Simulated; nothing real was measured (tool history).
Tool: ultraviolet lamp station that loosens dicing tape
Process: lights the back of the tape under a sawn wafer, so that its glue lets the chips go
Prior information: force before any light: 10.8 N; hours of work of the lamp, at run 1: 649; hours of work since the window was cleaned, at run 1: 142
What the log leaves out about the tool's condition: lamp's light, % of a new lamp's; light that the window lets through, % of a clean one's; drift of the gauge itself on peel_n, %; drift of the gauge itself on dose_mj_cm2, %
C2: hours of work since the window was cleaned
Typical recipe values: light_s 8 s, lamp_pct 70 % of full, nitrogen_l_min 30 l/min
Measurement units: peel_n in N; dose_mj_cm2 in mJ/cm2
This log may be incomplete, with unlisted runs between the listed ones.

Run 1, hour 0.0: usual settings; hours of work of the lamp 649; C2 142. Result: peel_n 0.699 N, dose_mj_cm2 482 mJ/cm2.
Run 2, hour 59.5: usual settings; hours of work of the lamp 683; C2 176. Result: peel_n 0.714 N, dose_mj_cm2 482 mJ/cm2.
Run 3, hour 138.8: usual settings; hours of work of the lamp 729; C2 222. Result: peel_n 0.725 N, dose_mj_cm2 483 mJ/cm2.
Run 4, hour 208.1: usual settings; hours of work of the lamp 769; C2 261. Result: peel_n 0.714 N, dose_mj_cm2 486 mJ/cm2.
At hour 218.3: window cleaned of glue's vapour.
Run 5, hour 261.7: usual settings; hours of work of the lamp 799; C2 25. Result: peel_n 0.694 N, dose_mj_cm2 478 mJ/cm2.
At hour 290.5: lamp changed.
Run 6, hour 331.5: usual settings; hours of work of the lamp 24; C2 65. Result: peel_n 0.693 N, dose_mj_cm2 481 mJ/cm2.
Run 7, hour 433.6: usual settings; hours of work of the lamp 82; C2 123. Result: peel_n 0.729 N, dose_mj_cm2 483 mJ/cm2.
Run 8, hour 485.9: usual settings; hours of work of the lamp 112; C2 153. Result: peel_n 0.720 N, dose_mj_cm2 483 mJ/cm2.
Run 9, hour 571.5: usual settings but lamp_pct 83 % of full; hours of work of the lamp 162; C2 203. Result: peel_n 0.495 N, dose_mj_cm2 573 mJ/cm2.
Run 10, hour 640.3: usual settings but lamp_pct 83 % of full; hours of work of the lamp 201; C2 242. Result: peel_n 0.483 N, dose_mj_cm2 569 mJ/cm2.
At hour 676.0: window cleaned of glue's vapour.
Run 11, hour 725.3: usual settings but lamp_pct 83 % of full; hours of work of the lamp 250; C2 28. Result: peel_n 0.460 N, dose_mj_cm2 570 mJ/cm2.
Run 12, hour 822.4: usual settings but lamp_pct 83 % of full; hours of work of the lamp 306; C2 84. Result: peel_n 0.463 N, dose_mj_cm2 564 mJ/cm2.
Run 13, hour 906.4: usual settings but lamp_pct 94 % of full; hours of work of the lamp 354; C2 133. Result: peel_n 0.354 N, dose_mj_cm2 642 mJ/cm2.
Run 14, hour 965.6: usual settings but lamp_pct 94 % of full; hours of work of the lamp 388; C2 167. Result: peel_n 0.358 N, dose_mj_cm2 642 mJ/cm2.
Run 15, hour 1022.8: usual settings but lamp_pct 94 % of full; hours of work of the lamp 421; C2 199. Result: peel_n 0.358 N, dose_mj_cm2 644 mJ/cm2.
Run 16, hour 1117.7: usual settings but nitrogen_l_min 21 l/min; hours of work of the lamp 475; C2 254. Result: peel_n 0.931 N, dose_mj_cm2 482 mJ/cm2.
At hour 1137.0: window cleaned of glue's vapour.
Run 17, hour 1168.5: usual settings but nitrogen_l_min 20 l/min; hours of work of the lamp 504; C2 18. Result: peel_n 0.947 N, dose_mj_cm2 480 mJ/cm2.
Run 18, hour 1226.1: usual settings but nitrogen_l_min 20 l/min; hours of work of the lamp 538; C2 51. Result: peel_n 0.946 N, dose_mj_cm2 486 mJ/cm2.
Run 19, hour 1271.2: usual settings but nitrogen_l_min 20 l/min; hours of work of the lamp 564; C2 77. Result: peel_n 0.942 N, dose_mj_cm2 482 mJ/cm2.
Run 20, hour 1324.4: usual settings but light_s 15 s; hours of work of the lamp 594; C2 108. Result: peel_n 0.205 N, dose_mj_cm2 908 mJ/cm2.
Run 21, hour 1382.5: usual settings but light_s 11 s; hours of work of the lamp 628; C2 141. Result: peel_n 0.341 N, dose_mj_cm2 660 mJ/cm2.
Run 22, hour 1478.8: usual settings but light_s 11 s; hours of work of the lamp 683; C2 197. Result: peel_n 0.346 N, dose_mj_cm2 665 mJ/cm2.
Run 23, hour 1553.7: usual settings but light_s 7 s, lamp_pct 66 % of full, nitrogen_l_min 32 l/min; hours of work of the lamp 726; C2 240. Result: peel_n 1.051 N, dose_mj_cm2 393 mJ/cm2.
At hour 1594.8: window cleaned of glue's vapour.
Run 24, hour 1633.5: usual settings but light_s 6 s, lamp_pct 75 % of full, nitrogen_l_min 21 l/min; hours of work of the lamp 772; C2 22. Result: peel_n 1.449 N, dose_mj_cm2 389 mJ/cm2.
Run 25, hour 1695.3: usual settings but light_s 7 s, lamp_pct 85 % of full, nitrogen_l_min 50 l/min; hours of work of the lamp 807; C2 58. Result: peel_n 0.443 N, dose_mj_cm2 509 mJ/cm2.
At hour 1713.0: lamp changed.
Run 26, hour 1799.0: usual settings but light_s 9 s, lamp_pct 71 % of full, nitrogen_l_min 40 l/min; hours of work of the lamp 49; C2 117. Result: peel_n 0.407 N, dose_mj_cm2 554 mJ/cm2.
Run 27, hour 1878.3: usual settings but light_s 7 s, lamp_pct 93 % of full, nitrogen_l_min 14 l/min; hours of work of the lamp 95; C2 162. Result: peel_n 0.869 N, dose_mj_cm2 559 mJ/cm2.
Run 28, hour 1925.5: usual settings but light_s 7 s, lamp_pct 93 % of full, nitrogen_l_min 14 l/min; hours of work of the lamp 122; C2 190. Result: peel_n 0.847 N, dose_mj_cm2 557 mJ/cm2.
Run 29, hour 2025.9: usual settings but light_s 5 s; hours of work of the lamp 180; C2 247. Result: peel_n 1.872 N, dose_mj_cm2 298 mJ/cm2.
At hour 2057.1: window cleaned of glue's vapour.
Run 30, hour 2096.9: usual settings but light_s 6 s, lamp_pct 76 % of full, nitrogen_l_min 14 l/min; hours of work of the lamp 221; C2 23. Result: peel_n 1.724 N, dose_mj_cm2 392 mJ/cm2.
Run 31, hour 2190.0: usual settings but light_s 6 s, lamp_pct 76 % of full, nitrogen_l_min 14 l/min; hours of work of the lamp 274; C2 76. Result: peel_n 1.799 N, dose_mj_cm2 390 mJ/cm2.
Run 32, hour 2252.6: usual settings but lamp_pct 77 % of full, nitrogen_l_min 17 l/min; hours of work of the lamp 310; C2 112. Result: peel_n 0.847 N, dose_mj_cm2 531 mJ/cm2.
Run 33, hour 2317.8: usual settings but lamp_pct 75 % of full; hours of work of the lamp 348; C2 150. Result: peel_n 0.613 N, dose_mj_cm2 509 mJ/cm2.
Run 34, hour 2404.2: usual settings but lamp_pct 75 % of full; hours of work of the lamp 397; C2 200. Result: peel_n 0.614 N, dose_mj_cm2 516 mJ/cm2.
Run 35, hour 2446.2: usual settings but lamp_pct 75 % of full; hours of work of the lamp 421; C2 224. Result: peel_n 0.611 N, dose_mj_cm2 514 mJ/cm2.
At hour 2513.6: window cleaned of glue's vapour.
Run 36, hour 2530.1: usual settings but light_s 6 s, lamp_pct 83 % of full, nitrogen_l_min 10 l/min; hours of work of the lamp 469; C2 9. Result: peel_n 1.841 N, dose_mj_cm2 430 mJ/cm2.
Run 37, hour 2610.6: usual settings but light_s 16 s, lamp_pct 71 % of full, nitrogen_l_min 59 l/min; hours of work of the lamp 516; C2 56. Result: peel_n 0.150 N, dose_mj_cm2 973 mJ/cm2.
Run 38, hour 2705.9: usual settings but lamp_pct 71 % of full, nitrogen_l_min 59 l/min; hours of work of the lamp 571; C2 111. Result: peel_n 0.461 N, dose_mj_cm2 482 mJ/cm2.
Run 39, hour 2754.7: usual settings but lamp_pct 71 % of full, nitrogen_l_min 59 l/min; hours of work of the lamp 599; C2 139. Result: peel_n 0.466 N, dose_mj_cm2 488 mJ/cm2.
Run 40, hour 2812.5: usual settings but lamp_pct 88 % of full, nitrogen_l_min 11 l/min; hours of work of the lamp 632; C2 172. Result: peel_n 0.861 N, dose_mj_cm2 605 mJ/cm2.
Run 41, hour 2880.3: usual settings but lamp_pct 88 % of full, nitrogen_l_min 11 l/min; hours of work of the lamp 671; C2 211. Result: peel_n 0.835 N, dose_mj_cm2 600 mJ/cm2.
At hour 2972.9: window cleaned of glue's vapour.
Run 42, hour 2972.9: usual settings but light_s 5 s, lamp_pct 90 % of full, nitrogen_l_min 25 l/min; hours of work of the lamp 724; C2 0. Result: peel_n 1.272 N, dose_mj_cm2 382 mJ/cm2.

What if the next run were any one of these 4? Each begins from the tool's condition after run 42:
Run A, hour 3044.7: usual settings but light_s 5 s, lamp_pct 90 % of full, nitrogen_l_min 48 l/min; hours of work of the lamp 765; C2 41. Result: peel_n ?, dose_mj_cm2 ?.
Run B, hour 3044.7: usual settings but light_s 6 s, lamp_pct 86 % of full, nitrogen_l_min 14 l/min; hours of work of the lamp 765; C2 41. Result: peel_n ?, dose_mj_cm2 ?.
Run C, hour 3044.7: usual settings but light_s 6 s; hours of work of the lamp 765; C2 41. Result: peel_n ?, dose_mj_cm2 ?.
Run D, hour 3044.7: usual settings but light_s 4 s, lamp_pct 63 % of full, nitrogen_l_min 10 l/min; hours of work of the lamp 765; C2 41. Result: peel_n ?, dose_mj_cm2 ?.

run  peel_n  dose_mj_cm2
  A   0.893          383
  B   1.423          444
  C   1.330          359
  D   4.395          213
The same runs, with their run-to-run variation unchanged, on a tool lacking any hidden condition would have given:
run  peel_n  dose_mj_cm2
  A   0.888          384
  B   1.415          446
  C   1.323          360
  D   4.384          214
